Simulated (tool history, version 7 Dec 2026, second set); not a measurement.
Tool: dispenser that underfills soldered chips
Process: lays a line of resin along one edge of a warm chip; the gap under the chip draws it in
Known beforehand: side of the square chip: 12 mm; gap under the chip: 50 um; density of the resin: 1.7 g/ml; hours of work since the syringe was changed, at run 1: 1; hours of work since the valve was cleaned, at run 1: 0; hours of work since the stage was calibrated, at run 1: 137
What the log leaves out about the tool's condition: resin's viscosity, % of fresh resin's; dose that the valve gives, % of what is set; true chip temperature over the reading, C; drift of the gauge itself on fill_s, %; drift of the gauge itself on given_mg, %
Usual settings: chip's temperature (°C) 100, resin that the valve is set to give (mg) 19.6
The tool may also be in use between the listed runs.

run,hour,chip's temperature (°C),resin that the valve is set to give (mg),hours of work since the syringe was changed,hours of work since the valve was cleaned,hours of work since the stage was calibrated,time until the resin shows at the far edge (s),resin that the valve gave (mg)
1,0.0,100,19.6,1,0,137,88.4,19.67
2,4.1,100,19.6,4,3,140,110.2,19.63
3,10.7,100,19.6,8,7,144,159.1,19.47
# hour 14.1: new syringe of resin
4,14.8,100,19.3,0,9,147,82.7,19.16
5,18.8,100,19.3,3,12,149,103.7,19.05
6,23.9,100,19.3,6,15,153,136.7,19.11
7,28.2,100,19.3,9,18,155,175.6,18.88
# hour 30.6: new syringe of resin
8,35.3,114,17.0,3,22,160,66.3,16.83
9,40.7,98,24.3,7,26,163,149.6,23.89
# hour 47.0: new syringe of resin
10,47.0,100,21.9,0,30,167,80.3,21.55
11,50.7,100,21.9,2,32,170,99.2,21.31
12,56.3,100,21.9,6,36,173,137.5,21.32

What if the next run were any one of these 5? Each begins from the tool's condition after run 12:
A,59.5,86,24.8,8,38,175,?,?
B,59.5,100,24.5,8,38,175,?,?
C,59.5,99,23.6,8,38,175,?,?
D,59.5,105,25.4,8,38,175,?,?
E,59.5,114,23.1,8,38,175,?,?

run,time until the resin shows at the far edge (s),resin that the valve gave (mg)
A,269.2,24.21
B,158.5,23.47
C,166.5,22.77
D,138.2,24.34
E,101.2,22.25
Without the tool's unlogged condition, the same runs would have read:
run,time until the resin shows at the far edge (s),resin that the valve gave (mg)
A,123.6,25.09
B,72.8,24.32
C,76.7,23.60
D,63.7,25.23
E,46.6,23.06
